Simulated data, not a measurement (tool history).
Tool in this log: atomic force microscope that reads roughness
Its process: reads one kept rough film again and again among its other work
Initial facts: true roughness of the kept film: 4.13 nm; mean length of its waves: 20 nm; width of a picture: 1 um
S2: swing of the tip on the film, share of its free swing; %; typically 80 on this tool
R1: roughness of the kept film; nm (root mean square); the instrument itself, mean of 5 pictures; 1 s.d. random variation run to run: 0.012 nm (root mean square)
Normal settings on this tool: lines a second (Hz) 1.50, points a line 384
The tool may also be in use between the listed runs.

Run 1, hour 0.0: usual settings. Result: R1 1.859 nm (root mean square).
At hour 37.5: new tip fitted.
Run 2, hour 57.5: usual settings but points a line 494. Result: R1 2.545 nm (root mean square).
Run 3, hour 108.6: usual settings but points a line 494. Result: R1 2.184 nm (root mean square).
Run 4, hour 159.3: usual settings. Result: R1 1.895 nm (root mean square).
Run 5, hour 188.9: usual settings. Result: R1 1.788 nm (root mean square).
At hour 222.4: new tip fitted.
Run 6, hour 247.2: usual settings. Result: R1 2.466 nm (root mean square).
Run 7, hour 303.7: usual settings. Result: R1 2.122 nm (root mean square).
Run 8, hour 334.4: usual settings. Result: R1 1.944 nm (root mean square).
Run 9, hour 376.4: usual settings but lines a second (Hz) 0.69. Result: R1 1.779 nm (root mean square).
At hour 407.6: new tip fitted.
Run 10, hour 429.9: usual settings but lines a second (Hz) 0.69. Result: R1 2.508 nm (root mean square).
Run 11, hour 465.4: usual settings but lines a second (Hz) 0.69. Result: R1 2.256 nm (root mean square).
Run 12, hour 523.7: usual settings. Result: R1 1.879 nm (root mean square).
Run 13, hour 585.1: usual settings. Result: R1 1.630 nm (root mean square).
At hour 590.5: new tip fitted.
Run 14, hour 613.2: usual settings. Result: R1 2.479 nm (root mean square).
Run 15, hour 655.8: usual settings. Result: R1 2.179 nm (root mean square).
Run 16, hour 702.6: usual settings. Result: R1 1.923 nm (root mean square).
Run 17, hour 732.1: usual settings. Result: R1 1.794 nm (root mean square).
At hour 772.8: new tip fitted.
Run 18, hour 796.4: usual settings. Result: R1 2.474 nm (root mean square).
Run 19, hour 854.5: usual settings. Result: R1 2.075 nm (root mean square).
Run 20, hour 897.8: usual settings but S2 78 %. Result: R1 1.892 nm (root mean square).
Run 21, hour 927.8: usual settings but S2 78 %, points a line 379. Result: R1 1.744 nm (root mean square).
At hour 955.1: new tip fitted.
Run 22, hour 984.5: usual settings but S2 78 %, points a line 788. Result: R1 2.462 nm (root mean square).
Run 23, hour 1041.7: usual settings but S2 78 %, points a line 788. Result: R1 2.118 nm (root mean square).
Run 24, hour 1087.9: usual settings but S2 78 %, points a line 788. Result: R1 1.888 nm (root mean square).
At hour 1137.6: new tip fitted.
Run 25, hour 1149.7: usual settings but S2 78 %, points a line 788. Result: R1 2.588 nm (root mean square).
Run 26, hour 1199.5: usual settings but S2 78 %, points a line 788. Result: R1 2.219 nm (root mean square).
Run 27, hour 1256.3: usual settings but S2 81 %. Result: R1 1.896 nm (root mean square).
At hour 1262.7: height scale calibrated on a step standard.
Run 28, hour 1303.0: usual settings but lines a second (Hz) 2.20, S2 62 %, points a line 746. Result: R1 1.747 nm (root mean square).
At hour 1323.7: new tip fitted.
Run 29, hour 1354.9: usual settings but lines a second (Hz) 2.20, S2 62 %, points a line 746. Result: R1 2.439 nm (root mean square).
Run 30, hour 1418.9: usual settings but lines a second (Hz) 1.14, S2 62 %, points a line 746. Result: R1 2.096 nm (root mean square).
Run 31, hour 1448.9: usual settings but lines a second (Hz) 1.14, S2 62 %, points a line 746. Result: R1 1.923 nm (root mean square).
At hour 1508.5: new tip fitted.
Run 32, hour 1514.0: usual settings but lines a second (Hz) 1.04, S2 60 %, points a line 493. Result: R1 2.685 nm (root mean square).
Run 33, hour 1561.6: usual settings but lines a second (Hz) 2.01, S2 76 %, points a line 759. Result: R1 2.201 nm (root mean square).
Run 34, hour 1600.3: usual settings but lines a second (Hz) 2.01, S2 76 %, points a line 759. Result: R1 1.977 nm (root mean square).
At hour 1643.2: height scale calibrated on a step standard, once more.
Run 35, hour 1643.2: usual settings but lines a second (Hz) 2.01, S2 76 %, points a line 759. Result: R1 1.837 nm (root mean square).
Run 36, hour 1684.9: usual settings but lines a second (Hz) 1.39, S2 62 %, points a line 488. Result: R1 1.730 nm (root mean square).
At hour 1692.6: new tip fitted.
Run 37, hour 1740.6: usual settings but lines a second (Hz) 2.08, S2 67 %, points a line 279. Result: R1 2.322 nm (root mean square).
Run 38, hour 1785.8: usual settings but S2 67 %, points a line 376. Result: R1 2.099 nm (root mean square).
Run 39, hour 1835.8: usual settings but S2 67 %, points a line 376. Result: R1 1.839 nm (root mean square).

Estimate the outcome of run 40 from the log above:
Run 40, hour 1874.2: usual settings but S2 67 %, points a line 376. Result: R1 ?.

R1: 1.676 nm (root mean square)
With no hidden state in the tool, this same run would have given R1 2.795 nm (root mean square).
